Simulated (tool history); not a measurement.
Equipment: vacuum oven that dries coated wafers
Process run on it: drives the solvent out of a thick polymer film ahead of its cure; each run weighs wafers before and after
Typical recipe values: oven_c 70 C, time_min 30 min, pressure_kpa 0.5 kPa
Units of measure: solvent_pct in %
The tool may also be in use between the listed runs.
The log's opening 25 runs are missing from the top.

run    hour  oven_c  time_min  pressure_kpa  hours of work since the thermocouples were calibrated  hours of work since the vacuum gauge was cleaned of residue  solvent_pct
 26  1473.6      57        26         1.445                                                    428                                                         1660         9.89
 27  1555.9      57        26         1.445                                                    475                                                         1706          9.9
 28  1604.8      81        20         0.436                                                    502                                                         1734         3.72
 29  1660.5      81        20         0.436                                                    534                                                         1766         3.74
 30  1698.1      57        22         1.265                                                    555                                                         1787         10.5
 31  1754.8      57        22         1.265                                                    587                                                         1819        10.46
 32  1802.7      77        16          0.83                                                    615                                                         1846         6.24
 33  1844.6      82        16          0.83                                                    638                                                         1870         4.72
 34  1900.1      82        16          0.83                                                    670                                                         1902         4.79
 35  1953.5      66        38          0.83                                                    700                                                         1932         4.76
 36  2034.8      64        15         0.396                                                    746                                                         1978         9.99
 37  2119.2      64        15         0.396                                                    794                                                         2026        10.08
 38  2174.1      64        15         0.396                                                    825                                                         2057        10.05
 39  2222.8      64        15         0.396                                                    853                                                         2085           10
 40  2281.3      64        21         0.359                                                    886                                                         2118         8.37
 41  2343.5      70        30         0.557                                                    921                                                         2153         4.73
     2353.4  -- oven's thermocouples calibrated
 42  2388.5      70        21         0.833                                                     20                                                         2177         6.76
 43  2439.8      70        21         0.833                                                     49                                                         2207         6.79
 44  2511.7      72        26         0.833                                                     90                                                         2247         4.96
 45    2566      72        26         0.833                                                    121                                                         2278         4.94
 46  2613.4      59        30          0.95                                                    148                                                         2305         8.31

4 ways to go on from here, each from the tool as it stands after run 46. What would each give?
  A  2650.9      67        29         0.337                                                    169                                                         2326            ?
  B  2650.9      79        18         1.106                                                    169                                                         2326            ?
  C  2650.9      59        36         0.434                                                    169                                                         2326            ?
  D  2650.9      58        18         0.642                                                    169                                                         2326            ?

run  solvent_pct
  A         5.72
  B         5.06
  C         7.08
  D         10.8
What these runs would have given with no unlogged condition in the tool:
run  solvent_pct
  A         5.72
  B         5.06
  C         7.07
  D         10.8

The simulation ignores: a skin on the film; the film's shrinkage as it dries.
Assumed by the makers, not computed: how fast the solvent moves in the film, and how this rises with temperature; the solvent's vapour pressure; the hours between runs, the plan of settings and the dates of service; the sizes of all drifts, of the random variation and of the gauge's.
